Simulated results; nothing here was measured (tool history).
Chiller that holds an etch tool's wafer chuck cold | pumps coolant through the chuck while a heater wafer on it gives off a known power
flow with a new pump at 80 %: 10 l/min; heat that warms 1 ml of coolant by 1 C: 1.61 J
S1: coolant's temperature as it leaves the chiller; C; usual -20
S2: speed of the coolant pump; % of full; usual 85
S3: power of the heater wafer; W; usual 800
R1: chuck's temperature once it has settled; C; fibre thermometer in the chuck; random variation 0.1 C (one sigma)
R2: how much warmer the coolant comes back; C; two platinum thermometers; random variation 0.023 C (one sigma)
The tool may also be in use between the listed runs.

run	hour	S1	S2	S3	R1	R2
1	0	-20	85	800	-9.5	2.85
2	16.4	-20	85	800	-9.4	2.85
3	42	-20	83	800	-10	2.89
4	74.6	-22	85	800	-12	2.83
5	98.1	-22	85	800	-11.8	2.82
6	118.9	-20	70	800	-8.7	3.43
7	150.3	-20	70	800	-8.6	3.44
8	174.4	-20	70	800	-8.5	3.36
9	199.7	-20	85	926	-8.4	3.24
10	233.5	-20	85	926	-8.3	3.22
11	269.2	-20	85	926	-8.1	3.24
12	304.2	-20	85	800	-9.8	2.82
13	338.9	-20	85	812	-10	2.78
14	356.3	-20	85	812	-9.9	2.85
15	389.8	-20	85	812	-9.8	2.83
16	413.2	-28	85	800	-17.8	2.83
17	441.6	-20	85	789	-10	2.77
18	465.2	-26	67	1157	-8.9	5.1
19	496.1	-26	67	1157	-8.9	5.09
20	517.8	-12	79	800	-1.5	2.99
21	550.8	-12	79	800	-1.3	3.04
22	573.6	-30	75	923	-17.4	3.65
23	589.2	-30	75	923	-17.2	3.66
24	616	-21	79	800	-10.4	2.96
25	643.2	-23	87	455	-17.2	1.56
26	664.7	-23	87	455	-17.4	1.57
27	689.8	-15	70	455	-8.4	1.97
28	708	-15	70	455	-8.5	1.86
29	725.4	-15	70	803	-3.2	3.44
30	742	-15	70	803	-3.4	3.4
31	763.5	-15	70	803	-3.2	3.41
32	798.2	-15	70	803	-3.3	3.41

Not shown: 3 entries that the log had between the listed runs. Between which runs, and how does the tool's hidden state differ before and after?
Between runs 2 and 3: chiller's thermometer calibrated (hour 33.8)
  coolant's true temperature over the reading, C: 0.5 -> -0.1
  measured less the result without the state, R1: +1.3 -> +0.6 C
Between runs 10 and 11: coolant pump overhauled (hour 240.7)
  heat passed by the chuck's channels, % of clean ones': 91.1 -> 91; flow at a given pump speed, % of a new pump's: 99.5 -> 99.4
  measured less the result without the state, R1: +0.8 -> +0.9 C
Between runs 12 and 13: coolant pump overhauled, once more (hour 314.6)
  flow at a given pump speed, % of a new pump's: 99.4 -> 100.1
  measured less the result without the state, R1: +0.7 -> +0.7 C

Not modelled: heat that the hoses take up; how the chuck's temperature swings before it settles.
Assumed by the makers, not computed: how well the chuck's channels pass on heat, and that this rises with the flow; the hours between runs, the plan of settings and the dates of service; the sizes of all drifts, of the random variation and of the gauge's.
